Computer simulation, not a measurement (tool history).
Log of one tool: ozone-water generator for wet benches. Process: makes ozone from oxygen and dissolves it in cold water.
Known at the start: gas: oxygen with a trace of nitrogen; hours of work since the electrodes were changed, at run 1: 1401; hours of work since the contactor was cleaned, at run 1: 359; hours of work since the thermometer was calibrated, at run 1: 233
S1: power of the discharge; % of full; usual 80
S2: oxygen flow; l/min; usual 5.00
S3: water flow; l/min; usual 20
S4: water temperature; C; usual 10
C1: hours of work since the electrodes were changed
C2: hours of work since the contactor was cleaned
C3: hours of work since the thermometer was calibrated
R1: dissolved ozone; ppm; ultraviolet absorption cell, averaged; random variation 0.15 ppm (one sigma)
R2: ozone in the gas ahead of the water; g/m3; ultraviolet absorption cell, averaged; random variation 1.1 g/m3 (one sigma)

Run 1, hour 0.0: usual settings; C1 1401; C2 359; C3 233. Result: R1 18.8 ppm, R2 200.4 g/m3.
Run 2, hour 51.5: usual settings but S2 8.66 l/min; C1 1434; C2 393; C3 267. Result: R1 19.9 ppm, R2 158.8 g/m3.
Run 3, hour 92.4: usual settings but S2 6.09 l/min; C1 1461; C2 419; C3 293. Result: R1 19.8 ppm, R2 185.3 g/m3.
Run 4, hour 146.6: usual settings but S2 6.09 l/min; C1 1496; C2 454; C3 329. Result: R1 19.7 ppm, R2 184.4 g/m3.
Run 5, hour 191.3: usual settings but S2 6.09 l/min; C1 1525; C2 483; C3 358. Result: R1 19.6 ppm, R2 185.2 g/m3.
Run 6, hour 223.6: usual settings but S2 6.09 l/min; C1 1546; C2 505; C3 379. Result: R1 19.6 ppm, R2 184.5 g/m3.
Run 7, hour 261.5: usual settings but S2 6.09 l/min; C1 1571; C2 529; C3 403. Result: R1 19.9 ppm, R2 186.4 g/m3.
Run 8, hour 310.7: usual settings but S2 6.09 l/min; C1 1603; C2 561; C3 435. Result: R1 19.5 ppm, R2 183.9 g/m3.
Run 9, hour 364.4: usual settings but S3 16 l/min; C1 1638; C2 596; C3 470. Result: R1 23.7 ppm, R2 200.2 g/m3.
Run 10, hour 390.9: usual settings but S3 16 l/min; C1 1655; C2 613; C3 488. Result: R1 23.4 ppm, R2 202.7 g/m3.
Run 11, hour 425.1: usual settings but S3 16 l/min; C1 1677; C2 636; C3 510. Result: R1 23.3 ppm, R2 206.7 g/m3.
Run 12, hour 478.7: usual settings but S1 69 % of full; C1 1712; C2 670; C3 545. Result: R1 17.2 ppm, R2 185.0 g/m3.
Run 13, hour 529.7: usual settings but S1 69 % of full; C1 1746; C2 704; C3 578. Result: R1 16.9 ppm, R2 183.0 g/m3.
Run 14, hour 572.1: usual settings but S1 69 % of full; C1 1773; C2 731; C3 606. Result: R1 17.0 ppm, R2 183.7 g/m3.
Run 15, hour 600.6: usual settings; C1 1792; C2 750; C3 624. Result: R1 19.1 ppm, R2 205.3 g/m3.
Run 16, hour 641.3: usual settings; C1 1818; C2 776; C3 651. Result: R1 19.2 ppm, R2 203.6 g/m3.
Run 17, hour 689.4: usual settings; C1 1849; C2 808; C3 682. Result: R1 19.1 ppm, R2 208.4 g/m3.
Run 18, hour 739.5: usual settings; C1 1882; C2 840; C3 714. Result: R1 19.0 ppm, R2 205.8 g/m3.
Run 19, hour 782.8: usual settings but S2 3.72 l/min, S3 14 l/min, S4 7 C; C1 1910; C2 868; C3 743. Result: R1 26.8 ppm, R2 233.4 g/m3.
Run 20, hour 817.0: usual settings but S3 17 l/min, S4 9 C; C1 1932; C2 891; C3 765. Result: R1 22.3 ppm, R2 206.1 g/m3.
Run 21, hour 861.0: usual settings but S3 17 l/min, S4 9 C; C1 1961; C2 919; C3 794. Result: R1 22.8 ppm, R2 206.4 g/m3.
Run 22, hour 888.7: usual settings but S1 92 % of full, S3 21 l/min; C1 1979; C2 937; C3 812. Result: R1 20.3 ppm, R2 227.3 g/m3.
At hour 895.4: gauge calibrated.
Run 23, hour 916.9: usual settings but S1 48 % of full; C1 1997; C2 956; C3 830. Result: R1 13.0 ppm, R2 137.9 g/m3.
Run 24, hour 954.2: usual settings but S2 5.38 l/min, S3 14 l/min; C1 2022; C2 980; C3 854. Result: R1 26.3 ppm, R2 195.2 g/m3.
Run 25, hour 1006.5: usual settings but S1 70 % of full; C1 2056; C2 1014; C3 888. Result: R1 17.3 ppm, R2 183.9 g/m3.
Run 26, hour 1051.1: usual settings but S1 75 % of full, S2 5.80 l/min; C1 2085; C2 1043; C3 917. Result: R1 18.4 ppm, R2 179.0 g/m3.
Run 27, hour 1099.8: usual settings but S1 75 % of full, S2 5.80 l/min; C1 2116; C2 1075; C3 949. Result: R1 18.7 ppm, R2 181.0 g/m3.
Run 28, hour 1148.7: usual settings but S1 94 % of full; C1 2148; C2 1106; C3 981. Result: R1 21.5 ppm, R2 227.4 g/m3.
Run 29, hour 1186.4: usual settings but S1 94 % of full; C1 2173; C2 1131; C3 1005. Result: R1 21.2 ppm, R2 227.5 g/m3.
Run 30, hour 1240.4: usual settings but S1 94 % of full; C1 2208; C2 1166; C3 1040. Result: R1 21.2 ppm, R2 228.6 g/m3.
Run 31, hour 1289.5: usual settings but S1 61 % of full; C1 2240; C2 1198; C3 1072. Result: R1 15.5 ppm, R2 164.4 g/m3.
Run 32, hour 1324.9: usual settings but S1 40 % of full, S3 24 l/min, S4 12 C; C1 2263; C2 1221; C3 1095. Result: R1 9.0 ppm, R2 123.2 g/m3.
Run 33, hour 1372.0: usual settings but S1 48 % of full, S2 7.57 l/min, S3 19 l/min, S4 5 C; C1 2294; C2 1252; C3 1126. Result: R1 15.6 ppm, R2 115.6 g/m3.

Measured less the same run without the tool's hidden state. The same run-to-run variation is in both; the gauge's scatter may not be:
The hidden state here: yield of the discharge, % of new electrodes'; contactor's efficiency, % of a clean one's; true water temperature over the reading, C; drift of the gauge itself on ozone_ppm, %; drift of the gauge itself on gas_g_m3, %.
run    R2
  1  -0.2
  2  +0.1
  3  +0.4
  4  +0.8
  5  +1.0
  6  +1.2
  7  +1.5
  8  +1.7
  9  +2.2
 10  +2.4
 11  +2.6
 12  +2.7
 13  +3.0
 14  +3.3
 15  +3.8
 16  +4.0
 17  +4.5
 18  +4.8
 19  +5.7
 20  +5.3
 21  +5.5
 22  +6.3
 23  -0.1
 24  +0.1
 25  +0.5
 26  +0.7
 27  +1.0
 28  +1.6
 29  +1.9
 30  +2.3
 31  +1.9
 32  +1.7
 33  +1.7
R1: within 0.1 ppm of the measured result in every run.
